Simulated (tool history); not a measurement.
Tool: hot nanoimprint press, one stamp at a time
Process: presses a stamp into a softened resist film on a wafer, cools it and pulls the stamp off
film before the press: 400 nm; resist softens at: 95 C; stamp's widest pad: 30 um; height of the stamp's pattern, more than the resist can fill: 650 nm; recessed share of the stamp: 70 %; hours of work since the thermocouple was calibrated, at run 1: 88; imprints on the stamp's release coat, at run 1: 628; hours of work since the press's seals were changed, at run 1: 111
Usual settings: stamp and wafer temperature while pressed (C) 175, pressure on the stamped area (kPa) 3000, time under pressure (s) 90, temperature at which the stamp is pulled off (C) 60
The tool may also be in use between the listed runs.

run   hour  stamp and wafer temperature while pressed (C)  pressure on the stamped area (kPa)  time under pressure (s)  temperature at which the stamp is pulled off (C)  hours of work since the thermocouple was calibrated  imprints on the stamp's release coat  hours of work since the press's seals were changed  resist left under the stamp's widest pad (angstrom)  greatest force while the stamp is pulled off (N)
  1      0                                            175                                3000                       90                                                60                                                   88                                   628                                                 111                                                 1485                                               253
  2   21.4                                            175                                3000                       90                                                66                                                   99                                   682                                                 122                                                 1497                                               237
  3   43.3                                            175                                3000                       90                                                66                                                  111                                   738                                                 134                                                 1501                                               233
  4   56.8                                            175                                3000                       90                                                59                                                  118                                   772                                                 141                                                 1494                                               278
      75.8  -- stamp cleaned and given a new release coat
  5   90.6                                            175                                3000                       90                                                66                                                  133                                    37                                                 156                                                 1517                                               199
  6  103.5                                            175                                3000                       90                                                66                                                  140                                    70                                                 163                                                 1512                                               207
  7  120.4                                            175                                3000                       90                                                66                                                  149                                   113                                                 172                                                 1498                                               210
  8  147.4                                            175                                3000                       90                                                66                                                  163                                   181                                                 186                                                 1508                                               222
  9  167.9                                            175                                3000                      116                                                60                                                  174                                   233                                                 197                                                 1401                                               246
     172.5  -- plate thermocouple calibrated
 10  197.3                                            175                                3000                      116                                                60                                                   13                                   301                                                 211                                                 1418                                               255
 11  211.2                                            175                                3000                      116                                                60                                                   21                                   336                                                 219                                                 1403                                               249
 12  232.4                                            175                                3000                       90                                                60                                                   32                                   389                                                 230                                                 1529                                               258
     237.6  -- plate thermocouple calibrated, once more
 13    254                                            175                                3000                       90                                                60                                                    9                                   437                                                 240                                                 1463                                               248
 14  271.7                                            175                                3000                       90                                                60                                                   18                                   482                                                 249                                                 1470                                               247
 15  289.2                                            175                                3000                       90                                                60                                                   27                                   526                                                 259                                                 1492                                               261
 16  309.9                                            182                                3850                       99                                                54                                                   39                                   579                                                 270                                                  970                                               293
 17  333.9                                            181                                3000                       98                                                60                                                   51                                   639                                                 283                                                 1165                                               262
 18  347.6                                            181                                3000                       98                                                60                                                   59                                   674                                                 290                                                 1158                                               260
 19  370.5                                            172                                2100                       79                                                60                                                   71                                   732                                                 302                                                 2097                                               265
 20  394.8                                            172                                2100                       79                                                60                                                   84                                   794                                                 315                                                 2114                                               274
     406.3  -- stamp cleaned and given a new release coat
 21  420.4                                            172                                2100                       79                                                60                                                   94                                    35                                                 325                                                 2092                                               244
 22    443                                            172                                3400                       79                                                61                                                  106                                    93                                                 337                                                 1634                                               228
 23  459.8                                            165                                3870                       79                                                60                                                  115                                   135                                                 346                                                 1968                                               230
 24  486.6                                            165                                3870                       79                                                60                                                  129                                   203                                                 361                                                 1977                                               239
 25  503.1                                            164                                3340                       90                                                60                                                  138                                   245                                                 369                                                 2152                                               242

The next listed run, before its measurement:
 26  530.7                                            171                                3000                       90                                                46                                                  153                                   315                                                 384                                                    ?                                                 ?

{"run 26": {"resist left under the stamp's widest pad (angstrom)": 1752, "greatest force while the stamp is pulled off (N)": 330}}
Without the tool's hidden state the same run would have given resist left under the stamp's widest pad (angstrom) 1696, greatest force while the stamp is pulled off (N) 306.
